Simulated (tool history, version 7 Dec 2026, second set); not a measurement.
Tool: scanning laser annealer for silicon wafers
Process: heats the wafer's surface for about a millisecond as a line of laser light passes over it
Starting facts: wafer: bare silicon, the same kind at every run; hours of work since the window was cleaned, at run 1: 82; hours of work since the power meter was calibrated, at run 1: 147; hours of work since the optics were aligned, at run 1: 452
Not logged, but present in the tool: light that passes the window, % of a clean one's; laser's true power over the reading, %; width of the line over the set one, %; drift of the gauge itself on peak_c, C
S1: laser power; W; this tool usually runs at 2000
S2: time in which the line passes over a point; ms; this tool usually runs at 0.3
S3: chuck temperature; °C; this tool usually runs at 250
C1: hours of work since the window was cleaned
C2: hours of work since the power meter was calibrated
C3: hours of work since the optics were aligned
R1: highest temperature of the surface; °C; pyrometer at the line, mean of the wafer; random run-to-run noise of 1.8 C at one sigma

run,hour,S1,S2,S3,C1,C2,C3,R1
1,0,2000,0.3,250,82,147,452,1012
2,13,2000,0.3,250,90,155,461,1014
3,24.9,2000,0.3,250,98,163,469,1010
4,41,2000,0.3,250,109,174,479,1010
5,56.9,2000,0.3,250,119,184,490,1008
6,69.4,2000,0.3,281,128,193,498,1043
7,82,2000,0.3,276,136,201,507,1034
8,93.5,2000,0.337,250,144,209,514,1054
9,105.5,2000,0.3,250,152,216,522,1008
# hour 109.9: laser's power meter calibrated
10,118.3,2000,0.354,250,158,6,529,1079
11,129.3,2000,0.354,250,165,13,536,1079
12,146.6,2000,0.354,250,177,24,547,1080
13,158.2,2000,0.3,250,185,32,555,1008
14,166.3,2000,0.3,250,190,37,560,1006
# hour 172.3: laser's power meter calibrated, once more
15,182.9,2000,0.3,250,199,7,569,1003
16,191.5,2000,0.3,250,205,13,575,1005
17,198.6,1989,0.239,250,209,17,580,908
18,214.3,1989,0.239,250,220,28,590,912
19,223.7,1989,0.239,250,226,34,596,910
20,236.4,2042,0.219,273,234,42,605,919
21,247.7,1777,0.219,210,242,50,612,763
22,255.5,1777,0.219,210,247,55,618,762
23,267.7,2000,0.365,220,255,63,626,1062
24,278,2000,0.365,220,262,70,632,1062
25,287.4,2000,0.365,220,268,76,639,1060
26,298.1,2000,0.365,220,275,83,646,1061
27,307.4,1723,0.368,233,281,90,652,950
28,322.1,2000,0.3,250,291,99,662,999

Expected results for the next run?
29,329.6,2009,0.214,211,296,104,667,?

{"run 29": {"R1": 835}}
The same run, on a tool lacking any hidden state, would have yielded R1 850 °C.
